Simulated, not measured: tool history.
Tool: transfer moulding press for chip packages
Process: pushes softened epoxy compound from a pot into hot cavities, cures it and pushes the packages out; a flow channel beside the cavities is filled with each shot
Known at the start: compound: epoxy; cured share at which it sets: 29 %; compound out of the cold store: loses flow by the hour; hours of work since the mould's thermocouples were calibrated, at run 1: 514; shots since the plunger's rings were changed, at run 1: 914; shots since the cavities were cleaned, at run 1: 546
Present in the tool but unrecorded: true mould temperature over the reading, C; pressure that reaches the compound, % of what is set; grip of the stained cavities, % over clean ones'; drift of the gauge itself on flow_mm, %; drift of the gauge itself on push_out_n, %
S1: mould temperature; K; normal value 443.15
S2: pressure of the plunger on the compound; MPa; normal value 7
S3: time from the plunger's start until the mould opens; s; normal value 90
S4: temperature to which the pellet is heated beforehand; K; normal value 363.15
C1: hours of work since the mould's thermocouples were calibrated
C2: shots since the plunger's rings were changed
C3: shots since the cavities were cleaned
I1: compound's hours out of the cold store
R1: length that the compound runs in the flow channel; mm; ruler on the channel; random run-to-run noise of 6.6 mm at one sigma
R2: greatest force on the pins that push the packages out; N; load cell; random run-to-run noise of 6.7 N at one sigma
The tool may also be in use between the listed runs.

run	hour	S1	S2	S3	S4	C1	C2	C3	I1	R1	R2
1	0	443.15	7	90	363.15	514	914	546	9.5	749	354
# hour 22.6: cavities cleaned with cleaning compound and waxed
2	35.1	443.15	7	78	363.15	530	1238	121	28	703	356
3	53.1	443.15	7	90	356.15	538	1411	294	18.3	719	316
4	85.8	443.15	7	90	356.15	553	1726	609	22	724	381
# hour 101.5: cavities cleaned with cleaning compound and waxed
5	102.1	443.15	7	90	356.15	560	1868	5	42	656	254
6	121.7	443.15	7	90	356.15	569	2058	195	9.5	745	314
7	139.9	443.15	7	90	356.15	577	2232	369	37	668	337
8	161.6	443.15	8.11	90	356.15	587	2441	578	34.4	738	374
9	175.3	445.15	7	90	363.15	594	2574	711	41.6	655	354
# hour 180.4: cavities cleaned with cleaning compound and waxed
10	197.8	445.15	7	90	363.15	603	2776	167	15.9	711	274
11	211.6	442.15	7	90	363.15	610	2909	300	23.1	704	308
12	227	442.15	7	90	363.15	617	3057	448	11.5	740	354
# hour 259.4: cavities cleaned with cleaning compound and waxed
13	259.4	442.15	5.22	80	363.15	631	3354	0	27.4	599	317
14	292.5	444.15	5.53	79	364.15	646	3673	319	15	630	383
# hour 319.3: mould's thermocouples calibrated
15	324.2	444.15	5.53	79	362.15	2	3960	606	22.9	615	478
# hour 340.1: cavities cleaned with cleaning compound and waxed
16	340.1	443.15	5.55	90	363.15	9	4099	0	21.4	616	296

Consider 5 possible next runs. They are alternatives, not a sequence: every one starts from the tool as it was left by run 16. What does each give?
A	365	443.15	6.82	117	363.15	20	4338	239	10.5	?	?
B	365	443.15	6.08	90	362.15	20	4338	239	23.6	?	?
C	365	443.15	7	93	363.15	20	4338	239	38.2	?	?
D	365	436.15	7	90	353.15	20	4338	239	45.5	?	?
E	365	446.15	7	90	363.15	20	4338	239	16.5	?	?

run	R1	R2
A	723	275
B	638	333
C	650	294
D	652	486
E	693	303
The same runs, with their run-to-run variation unchanged, on a tool lacking any hidden condition would have given:
run	R1	R2
A	754	224
B	665	269
C	678	237
D	679	391
E	722	247
